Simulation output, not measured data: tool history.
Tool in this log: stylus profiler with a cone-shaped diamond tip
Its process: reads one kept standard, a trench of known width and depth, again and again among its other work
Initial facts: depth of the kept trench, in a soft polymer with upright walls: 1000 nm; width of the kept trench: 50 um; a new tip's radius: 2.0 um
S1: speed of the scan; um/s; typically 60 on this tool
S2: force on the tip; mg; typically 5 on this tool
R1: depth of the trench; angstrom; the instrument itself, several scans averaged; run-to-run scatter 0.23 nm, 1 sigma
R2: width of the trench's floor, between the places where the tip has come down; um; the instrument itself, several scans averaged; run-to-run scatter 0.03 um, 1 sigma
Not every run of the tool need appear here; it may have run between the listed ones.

run   hour  S1     S2       R1     R2
  1      0  60      5  10145.3  45.92
  2   17.1  60      5  10145.3  45.96
  3   27.8  19      5  10145.4  46.03
  4     36  60      5  10143.5  45.89
  5   47.8  60      5    10143   45.9
  6   60.4  36      5  10147.5  45.99
  7   73.4  36      5  10146.3  45.89
  8   91.3  51   2.46  10089.2   45.8
  9   99.7  81  14.45  10297.1  45.89
 10  111.6  23    2.2  10078.7   45.9
 11  122.7  71   2.58  10084.8  45.74

Each row is a separate what-if for the run after 11, all from the same tool condition, not one after another. Results?
  A  130.3  151   4.49   ?   ?
  B  130.3   25   2.58   ?   ?
  C  130.3   66   1.91   ?   ?
  D  130.3  209  10.92   ?   ?
  E  130.3   67   2.58   ?   ?

run       R1     R2
  A  10134.4  45.58
  B  10093.3  45.82
  C  10074.7  45.68
  D  10247.2  45.63
  E  10090.8  45.72
With the hidden condition removed and each run's random variation left untouched, the same runs would have given:
run       R1     R2
  A  10142.5  46.21
  B  10101.4  46.45
  C  10082.8   46.3
  D  10255.4  46.25
  E  10098.8  46.34
